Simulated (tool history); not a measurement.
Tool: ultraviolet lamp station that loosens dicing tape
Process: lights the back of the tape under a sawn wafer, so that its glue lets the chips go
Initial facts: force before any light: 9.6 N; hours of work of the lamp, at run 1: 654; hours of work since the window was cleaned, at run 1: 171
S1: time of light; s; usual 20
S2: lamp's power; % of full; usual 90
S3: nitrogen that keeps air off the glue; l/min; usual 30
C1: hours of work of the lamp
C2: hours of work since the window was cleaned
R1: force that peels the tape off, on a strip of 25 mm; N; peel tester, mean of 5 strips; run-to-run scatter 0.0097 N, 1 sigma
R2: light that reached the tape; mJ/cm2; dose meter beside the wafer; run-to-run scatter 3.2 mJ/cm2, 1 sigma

run,day,S1,S2,S3,C1,C2,R1,R2
1,0,20,90,30,654,171,0.689,397
2,1.308,20,90,11,674,191,1.122,388
3,2.588,20,90,11,694,211,1.211,380
4,3.812,20,90,11,713,230,1.208,374
5,4.75,20,88,30,728,245,0.819,359
6,6.079,20,90,30,749,266,0.784,361
7,7.617,20,90,30,773,290,0.868,356
# day 7.788: window cleaned of glue's vapour
8,9.546,20,90,30,802,27,1.019,320
9,11.292,36,90,30,830,55,0.366,560
# day 11.8: window cleaned of glue's vapour, once more
10,12.296,36,90,30,845,8,0.265,751
11,13.329,36,90,30,861,24,0.277,738
12,15.071,36,90,30,888,51,0.269,723
13,16.304,36,90,28,908,70,0.287,706
14,17.138,12,88,21,921,83,2.081,226
15,18.479,12,88,21,942,104,2.159,224
16,20.062,12,85,30,966,129,2.049,216
17,20.946,11,85,59,980,143,1.953,192
18,21.908,20,76,15,995,158,1.479,307
19,23.812,15,76,21,1025,188,2.178,225
20,25.529,15,76,21,1052,214,2.211,216
21,26.588,19,76,21,1068,231,1.543,272

Here are 4 independent what-if runs from the current tool condition. What would each one return?
A,28.483,26,78,14,1098,261,?,?
B,28.483,20,97,13,1098,261,?,?
C,28.483,31,88,21,1098,261,?,?
D,28.483,12,73,11,1098,261,?,?

run,R1,R2
A,1.074,372
B,1.213,360
C,0.491,501
D,3.728,160
With the hidden condition removed and each run's random variation left untouched, the same runs would have given:
run,R1,R2
A,0.467,575
B,0.519,555
C,0.271,775
D,2.292,247

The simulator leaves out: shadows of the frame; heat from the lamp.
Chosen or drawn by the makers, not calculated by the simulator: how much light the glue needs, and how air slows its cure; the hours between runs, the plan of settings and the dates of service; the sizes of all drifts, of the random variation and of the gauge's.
